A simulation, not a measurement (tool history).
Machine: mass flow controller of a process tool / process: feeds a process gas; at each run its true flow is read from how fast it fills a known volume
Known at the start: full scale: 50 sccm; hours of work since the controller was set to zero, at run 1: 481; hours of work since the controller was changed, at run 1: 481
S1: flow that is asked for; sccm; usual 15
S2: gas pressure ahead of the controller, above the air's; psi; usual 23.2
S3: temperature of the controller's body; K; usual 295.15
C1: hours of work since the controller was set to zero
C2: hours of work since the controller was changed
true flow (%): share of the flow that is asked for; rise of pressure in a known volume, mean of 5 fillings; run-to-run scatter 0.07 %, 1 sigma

{"run": 1, "hour": 0.0, "S1": 15, "S2": 23.2, "S3": 295.15, "C1": 481, "C2": 481, "true flow (%)": 100.14}
{"run": 2, "hour": 160.5, "S1": 15, "S2": 23.2, "S3": 295.15, "C1": 607, "C2": 607, "true flow (%)": 100.2}
{"run": 3, "hour": 232.3, "S1": 15, "S2": 23.2, "S3": 304.15, "C1": 663, "C2": 663, "true flow (%)": 99.56}
{"run": 4, "hour": 374.2, "S1": 15, "S2": 23.2, "S3": 304.15, "C1": 774, "C2": 774, "true flow (%)": 99.75}
{"run": 5, "hour": 525.9, "S1": 15, "S2": 23.2, "S3": 304.15, "C1": 892, "C2": 892, "true flow (%)": 99.8}
{"run": 6, "hour": 665.2, "S1": 15, "S2": 23.2, "S3": 304.15, "C1": 1001, "C2": 1001, "true flow (%)": 99.93}
{"run": 7, "hour": 761.2, "S1": 15, "S2": 23.2, "S3": 307.15, "C1": 1076, "C2": 1076, "true flow (%)": 99.78}
{"run": 8, "hour": 857.0, "S1": 15, "S2": 23.2, "S3": 295.15, "C1": 1150, "C2": 1150, "true flow (%)": 100.57}
{"run": 9, "hour": 932.6, "S1": 15, "S2": 23.2, "S3": 295.15, "C1": 1210, "C2": 1210, "true flow (%)": 100.49}
{"run": 10, "hour": 1062.5, "S1": 15, "S2": 23.2, "S3": 295.15, "C1": 1311, "C2": 1311, "true flow (%)": 100.65}
{"run": 11, "hour": 1130.0, "S1": 15, "S2": 23.2, "S3": 295.15, "C1": 1364, "C2": 1364, "true flow (%)": 100.75}
{"run": 12, "hour": 1260.9, "S1": 15, "S2": 31.8, "S3": 295.15, "C1": 1466, "C2": 1466, "true flow (%)": 100.4}
{"run": 13, "hour": 1331.8, "S1": 15, "S2": 29.9, "S3": 295.15, "C1": 1521, "C2": 1521, "true flow (%)": 100.48}
{"run": 14, "hour": 1403.3, "S1": 14, "S2": 36, "S3": 302.15, "C1": 1577, "C2": 1577, "true flow (%)": 99.83}
{"run": 15, "hour": 1467.9, "S1": 45, "S2": 36, "S3": 294.15, "C1": 1627, "C2": 1627, "true flow (%)": 100.8}
{"run": 16, "hour": 1613.7, "S1": 15, "S2": 21.2, "S3": 309.15, "C1": 1741, "C2": 1741, "true flow (%)": 100.25}
{"run": 17, "hour": 1701.0, "S1": 15, "S2": 21.8, "S3": 295.15, "C1": 1809, "C2": 1809, "true flow (%)": 101.05}
{"run": 18, "hour": 1794.1, "S1": 10, "S2": 23.2, "S3": 295.15, "C1": 1882, "C2": 1882, "true flow (%)": 101.37}

Run 19, settings as shown, results not yet in. Your forecast:
{"run": 19, "hour": 1858.8, "S1": 46, "S2": 25.8, "S3": 311.15, "C1": 1933, "C2": 1933, "true flow (%)": "?"}

{"run 19": {"true flow (%)": 100.42}}
On a tool with no hidden condition, and with the same random variation, this run would have come out at true flow (%) 99.32.
